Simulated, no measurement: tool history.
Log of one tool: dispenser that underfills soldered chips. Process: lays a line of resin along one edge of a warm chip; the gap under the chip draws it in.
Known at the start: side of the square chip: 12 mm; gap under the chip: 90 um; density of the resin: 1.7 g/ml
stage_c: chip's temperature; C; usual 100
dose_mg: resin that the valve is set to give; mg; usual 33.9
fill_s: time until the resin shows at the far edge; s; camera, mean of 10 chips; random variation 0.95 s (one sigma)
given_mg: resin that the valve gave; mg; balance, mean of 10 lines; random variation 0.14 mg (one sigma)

run	hour	stage_c	dose_mg	fill_s	given_mg
1	0	100	33.9	117.4	32.98
# hour 4.3: new syringe of resin
2	4.3	111	33.9	68.6	32.77
# hour 5.9: dispensing valve cleaned and set on the balance
3	11.2	100	33.9	129.6	33.71
# hour 13.5: new syringe of resin
4	16.6	100	33.9	111.1	33.72
# hour 21.8: new syringe of resin
5	22.1	100	33.9	95	33.36
# hour 30.1: new syringe of resin
6	31.4	100	33.9	100.9	33.24
# hour 38.3: new syringe of resin
7	41	100	33.9	109.3	33
8	45.2	100	33.9	137.1	33.08
# hour 46.4: new syringe of resin
9	53.8	100	33.9	144.2	32.71
# hour 54.9: new syringe of resin
# hour 62.6: dispensing valve cleaned and set on the balance
10	63.1	100	33.9	142.9	33.87
# hour 64.6: new syringe of resin
11	68.8	100	33.9	120.9	33.61
# hour 72.8: new syringe of resin
12	73.2	100	41.4	92.2	41.24
13	78.5	100	41.4	126.5	40.72
# hour 80.8: new syringe of resin
14	84.6	100	33.9	121.1	33.78
# hour 89.1: new syringe of resin
15	93	100	33.9	116.1	33.19
# hour 97.1: new syringe of resin
16	97.2	100	33.9	94.7	33.04
17	101.6	100	33.9	121.9	33.09
# hour 105.4: new syringe of resin
18	110.1	100	35.3	124.2	34.28
# hour 113.6: new syringe of resin
19	115.4	100	35.3	103.3	34.4
# hour 120.2: dispensing valve cleaned and set on the balance
# hour 122.5: new syringe of resin
20	124.8	100	35.3	105.8	35.21
# hour 130.8: new syringe of resin
21	132.3	100	35.3	102	35.14
22	137.9	86	31.3	210.4	31.03
# hour 138.7: new syringe of resin
23	145.2	98	30.2	150.5	29.72
# hour 146.6: new syringe of resin
24	149.6	94	31.8	135.4	31.17
# hour 154.9: new syringe of resin
25	155.6	94	31.8	117.3	31.21
26	160.4	113	30.8	92.8	30.03
# hour 162.9: new syringe of resin
27	169.5	113	30.8	102.8	29.7
# hour 171: new syringe of resin
# hour 177.3: dispensing valve cleaned and set on the balance
# hour 180.3: new syringe of resin
28	180.3	113	30.8	68.6	30.64
29	185.4	104	39.7	112.5	39.37
# hour 188.3: new syringe of resin
30	192.2	109	32	96.1	31.49
# hour 196.2: new syringe of resin
31	198.8	109	32	88.8	31.51
# hour 204.4: new syringe of resin
32	208.2	86	33.6	178.1	32.91
# hour 212.4: new syringe of resin
33	217.1	112	32.9	92.5	31.99
# hour 220.5: new syringe of resin
34	221.2	115	35.8	66.7	34.92

Forecast each of these 4 alternatives for the next run:
A	225.7	100	35.8	?	?
B	225.7	100	43.1	?	?
C	225.7	107	29.8	?	?
D	225.7	86	35.8	?	?

run	fill_s	given_mg
A	126.6	34.71
B	128.7	41.8
C	112.7	28.9
D	191.8	34.92
Without the tool's hidden state the same runs would have given:
run	fill_s	given_mg
A	87.3	35.86
B	88.9	43.18
C	77.3	29.86
D	131.6	36.07

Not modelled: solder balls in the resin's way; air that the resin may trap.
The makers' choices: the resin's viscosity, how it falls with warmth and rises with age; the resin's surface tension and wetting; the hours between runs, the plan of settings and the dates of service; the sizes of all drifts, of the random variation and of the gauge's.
